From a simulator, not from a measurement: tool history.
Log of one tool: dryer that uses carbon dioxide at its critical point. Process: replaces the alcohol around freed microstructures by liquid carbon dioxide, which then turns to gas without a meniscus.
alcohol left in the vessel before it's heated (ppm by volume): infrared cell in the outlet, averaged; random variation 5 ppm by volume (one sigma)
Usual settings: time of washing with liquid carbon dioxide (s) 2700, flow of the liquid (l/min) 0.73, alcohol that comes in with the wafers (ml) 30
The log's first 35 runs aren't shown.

run     day  time of washing with liquid carbon dioxide (s)  flow of the liquid (l/min)  alcohol that comes in with the wafers (ml)  alcohol left in the vessel before it's heated (ppm by volume)
 36  10.867                                            2700                        0.73                                          66                                                             33
 37  11.075                                            2400                        0.73                                          24                                                             26
 38  11.246                                            2400                        0.73                                          24                                                             23
 39  11.454                                            2700                         0.5                                          64                                                            123
 40  11.825                                            2700                         0.5                                          64                                                            126
 41  12.096                                            2700                       1.236                                          25                                                             13
 42  12.438                                            2700                       1.236                                          25                                                             21
 43  12.733                                            2700                       1.236                                          25                                                             14
 44  13.133                                            2700                       1.236                                          25                                                             22
 45  13.521                                            1920                       1.001                                          45                                                             25
 46  13.792                                            2760                       0.786                                          32                                                             14
 47  14.146                                            2940                       0.898                                          66                                                             13

4 ways to go on from here, each from the tool as it stands after run 47. What would each give?
  A  14.442                                            2700                       0.789                                          86                                                              ?
  B  14.442                                            2940                       0.898                                          60                                                              ?
  C  14.442                                            3840                       0.549                                          81                                                              ?
  D  14.442                                            3180                       0.476                                          77                                                              ?

run  alcohol left in the vessel before it's heated (ppm by volume)
  A                                                             34
  B                                                             15
  C                                                             24
  D                                                             85
Without the tool's hidden state the same runs would have given:
run  alcohol left in the vessel before it's heated (ppm by volume)
  A                                                             17
  B                                                              1
  C                                                              7
  D                                                             54
